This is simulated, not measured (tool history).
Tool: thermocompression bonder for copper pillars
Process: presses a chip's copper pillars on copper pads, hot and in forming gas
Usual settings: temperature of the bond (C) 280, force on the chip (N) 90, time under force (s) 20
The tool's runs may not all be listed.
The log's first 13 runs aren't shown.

run	day	temperature of the bond (C)	force on the chip (N)	time under force (s)	hours of work since the heater was calibrated	hours of work since the force cell was calibrated	hours of work since the gas filter was changed	force that shears a chip off (N)
14	18.050	280	90	42	36	1007	42	114.3
15	19.712	280	90	20	62	1032	68	97.1
16	20.754	280	90	14	78	1048	83	88.4
17	22.321	280	90	14	102	1072	107	87.0
18	23.825	280	90	14	124	1095	130	86.9
19	25.579	280	90	14	151	1122	157	85.4
20	27.442	280	121	22	180	1150	185	103.0
21	29.233	290	121	57	207	1178	213	120.3
# day 30.092: forming gas filter changed
22	30.300	266	60	13	223	1193	3	65.9
23	31.879	251	90	11	247	1218	27	64.9
24	33.025	280	115	42	264	1235	45	119.1
25	33.925	284	65	56	278	1249	58	111.0
26	35.112	280	104	29	296	1267	77	107.6
27	36.133	280	104	29	312	1282	92	108.2
28	37.500	280	104	29	333	1303	113	106.8
29	38.412	280	104	29	346	1317	127	107.2
30	40.121	276	99	29	372	1343	153	101.8
31	41.821	276	99	29	398	1369	179	101.6
32	43.725	271	99	30	427	1398	208	97.3
33	44.700	280	116	20	442	1413	223	97.0
# day 44.975: forming gas filter changed
34	45.667	280	116	20	457	1427	11	105.4
35	47.346	300	116	29	482	1453	36	120.7
36	48.708	303	84	20	503	1474	57	106.5
37	50.562	268	101	15	531	1502	85	84.3
38	52.142	280	90	25	555	1526	109	100.4

4 ways to go on from here, each from the tool as it stands after run 38. What would each give?
A	53.954	272	90	23	583	1554	137	?
B	53.954	280	94	26	583	1554	137	?
C	53.954	306	75	20	583	1554	137	?
D	53.954	290	130	20	583	1554	137	?

run	force that shears a chip off (N)
A	90.7
B	100.5
C	102.8
D	108.4
Without the tool's hidden state the same runs would have given:
run	force that shears a chip off (N)
A	93.1
B	103.3
C	105.6
D	111.6
